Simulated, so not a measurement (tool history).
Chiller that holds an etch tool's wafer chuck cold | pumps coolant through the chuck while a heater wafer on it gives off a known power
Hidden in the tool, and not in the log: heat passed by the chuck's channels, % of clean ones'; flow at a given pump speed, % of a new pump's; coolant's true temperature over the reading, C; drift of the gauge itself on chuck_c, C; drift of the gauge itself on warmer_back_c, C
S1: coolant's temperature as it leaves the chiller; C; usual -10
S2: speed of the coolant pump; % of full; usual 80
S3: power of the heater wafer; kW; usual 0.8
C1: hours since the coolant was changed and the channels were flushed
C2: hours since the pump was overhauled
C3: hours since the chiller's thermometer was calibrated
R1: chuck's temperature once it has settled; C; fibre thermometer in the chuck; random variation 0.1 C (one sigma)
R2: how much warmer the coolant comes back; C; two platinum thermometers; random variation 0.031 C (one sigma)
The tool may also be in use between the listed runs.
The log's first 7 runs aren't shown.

Run 8, hour 528.5: usual settings but S1 -20 C; C1 2720; C2 2304; C3 4247. Result: R1 -10.7 C, R2 2.4 C.
Run 9, hour 600.3: usual settings but S1 -20 C; C1 2792; C2 2376; C3 4319. Result: R1 -10.5 C, R2 2.41 C.
Run 10, hour 681.2: usual settings but S1 -2 C; C1 2873; C2 2457; C3 4400. Result: R1 7.4 C, R2 2.4 C.
Run 11, hour 726.9: usual settings; C1 2919; C2 2503; C3 4445. Result: R1 -0.5 C, R2 2.48 C.
Run 12, hour 799.3: usual settings; C1 2991; C2 2575; C3 4518. Result: R1 -0.4 C, R2 2.43 C.
Run 13, hour 882.1: usual settings; C1 3074; C2 2658; C3 4601. Result: R1 -0.5 C, R2 2.46 C.
Run 14, hour 928.7: usual settings; C1 3121; C2 2704; C3 4647. Result: R1 -0.5 C, R2 2.44 C.
Run 15, hour 1014.7: usual settings; C1 3207; C2 2790; C3 4733. Result: R1 -0.5 C, R2 2.45 C.
Run 16, hour 1085.8: usual settings; C1 3278; C2 2862; C3 4804. Result: R1 -0.3 C, R2 2.39 C.
Run 17, hour 1145.6: usual settings but S1 -12 C, S2 74 % of full, S3 0.545 kW; C1 3338; C2 2921; C3 4864. Result: R1 -5 C, R2 1.82 C.
Run 18, hour 1208.4: usual settings but S1 -12 C, S2 74 % of full, S3 0.545 kW; C1 3400; C2 2984; C3 4927. Result: R1 -4.8 C, R2 1.79 C.
Run 19, hour 1281.3: usual settings but S1 -12 C, S2 74 % of full, S3 0.545 kW; C1 3473; C2 3057; C3 5000. Result: R1 -4.9 C, R2 1.85 C.
Run 20, hour 1368.4: usual settings but S1 -11 C, S2 73 % of full; C1 3560; C2 3144; C3 5087. Result: R1 -0.5 C, R2 2.65 C.
Run 21, hour 1414.6: usual settings but S1 -11 C, S2 73 % of full, S3 0.629 kW; C1 3607; C2 3190; C3 5133. Result: R1 -2.9 C, R2 2.13 C.
Run 22, hour 1496.2: usual settings but S1 -9 C, S2 73 % of full, S3 0.578 kW; C1 3688; C2 3272; C3 5215. Result: R1 -1.5 C, R2 1.96 C.
Run 23, hour 1591.6: usual settings but S1 -9 C, S2 64 % of full, S3 0.855 kW; C1 3784; C2 3367; C3 5310. Result: R1 3.8 C, R2 3.38 C.
Run 24, hour 1687.2: usual settings but S1 -4 C, S2 96 % of full, S3 0.545 kW; C1 3879; C2 3463; C3 5406. Result: R1 1.5 C, R2 1.33 C.
Run 25, hour 1770.2: usual settings but S1 -4 C, S2 96 % of full, S3 0.545 kW; C1 3962; C2 3546; C3 5489. Result: R1 1.3 C, R2 1.34 C.
Run 26, hour 1821.4: usual settings but S2 75 % of full, S3 0.667 kW; C1 4013; C2 3597; C3 5540. Result: R1 -1.4 C, R2 2.17 C.
Run 27, hour 1925: usual settings but S2 75 % of full, S3 0.667 kW; C1 4117; C2 3701; C3 5643. Result: R1 -1.4 C, R2 2.18 C.
Run 28, hour 2024.3: usual settings but S2 75 % of full, S3 0.667 kW; C1 4216; C2 3800; C3 5743. Result: R1 -1.5 C, R2 2.19 C.
Run 29, hour 2075.4: usual settings but S1 -6 C, S2 94 % of full, S3 0.714 kW; C1 4267; C2 3851; C3 5794. Result: R1 1.1 C, R2 1.76 C.
Run 30, hour 2147.3: usual settings but S1 -6 C, S2 94 % of full, S3 0.714 kW; C1 4339; C2 3923; C3 5866. Result: R1 1.3 C, R2 1.8 C.

Forecast run 31:
Run 31, hour 2225.7: usual settings but S1 -6 C, S2 94 % of full, S3 0.714 kW; C1 4418; C2 4001; C3 5944. Result: R1 ?, R2 ?.

Run 31 gave R1 1.1 C, R2 1.84 C.
Without the tool's hidden state the same run would have given R1 1.1 C, R2 1.84 C.
